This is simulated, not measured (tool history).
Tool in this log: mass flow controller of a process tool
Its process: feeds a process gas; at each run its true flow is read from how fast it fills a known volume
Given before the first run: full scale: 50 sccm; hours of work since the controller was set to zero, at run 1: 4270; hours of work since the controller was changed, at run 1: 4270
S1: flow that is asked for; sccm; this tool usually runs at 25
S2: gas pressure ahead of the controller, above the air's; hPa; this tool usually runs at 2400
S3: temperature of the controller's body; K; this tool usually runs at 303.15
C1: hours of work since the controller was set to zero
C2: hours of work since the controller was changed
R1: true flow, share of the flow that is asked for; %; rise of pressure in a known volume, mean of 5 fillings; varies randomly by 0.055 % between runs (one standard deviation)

run	day	S1	S2	S3	C1	C2	R1
1	0.000	25	2400	303.15	4270	4270	98.94
2	9.971	25	2400	303.15	4345	4345	98.99
3	30.150	25	2400	303.15	4498	4498	98.73
4	45.800	25	2400	303.15	4617	4617	98.76
5	64.912	25	2400	303.15	4762	4762	98.54
6	84.454	25	2400	303.15	4910	4910	98.42
7	99.775	25	1550	303.15	5027	5027	97.92
8	114.508	25	2400	303.15	5138	5138	98.23
9	134.938	25	2400	303.15	5293	5293	98.13
10	144.900	25	2400	303.15	5369	5369	98.03
11	156.988	25	2400	303.15	5461	5461	97.96
12	171.754	25	2400	303.15	5573	5573	97.87
13	188.083	25	2400	303.15	5697	5697	97.80
14	197.746	25	2400	303.15	5770	5770	97.81
15	211.571	25	2400	303.15	5875	5875	97.57
16	233.183	25	1520	303.15	6039	6039	97.14
17	254.000	25	1520	303.15	6197	6197	96.94
# day 273.312: controller exchanged for a calibrated one
18	276.033	25	2400	307.15	21	21	97.25
19	298.262	33	1580	307.15	189	189	97.31
20	318.292	33	1580	307.15	341	341	97.19
21	334.133	33	1580	307.15	461	461	97.08
22	344.542	30	2070	307.15	540	540	96.94
# day 349.129: gauge calibrated
23	361.629	12	2400	308.15	670	670	98.47
24	381.621	25	1740	297.15	822	822	98.30
25	401.262	25	1740	297.15	971	971	98.13
26	412.812	23	1610	300.15	1058	1058	97.97
27	427.862	25	1960	294.15	1173	1173	97.90
28	438.421	13	2360	305.15	1253	1253	97.83
29	457.054	13	2360	305.15	1394	1394	97.66
30	466.792	13	2360	305.15	1468	1468	97.53
31	488.175	30	1590	304.15	1630	1630	98.16
32	508.000	25	2400	309.15	1781	1781	98.18
33	517.683	20	1990	308.15	1854	1854	97.61
34	529.000	17	1950	305.15	1940	1940	97.27
35	539.304	17	2510	299.15	2018	2018	97.11
36	557.488	5	2760	293.15	2156	2156	96.18

What if the next run were any one of these 4? Each begins from the tool's condition after run 36:
# day 561.783: gauge calibrated
A	570.192	5	2110	293.15	2253	2253	?
# day 561.783: gauge calibrated
B	570.192	19	1670	309.15	2253	2253	?
# day 561.783: gauge calibrated
C	570.192	25	2380	305.15	2253	2253	?
# day 561.783: gauge calibrated
D	570.192	5	2760	307.15	2253	2253	?

run	R1
A	97.28
B	98.54
C	99.05
D	98.07
Take away the tool's hidden state, keep each run's random variation, and the runs would have read:
run	R1
A	97.34
B	98.59
C	99.10
D	98.13
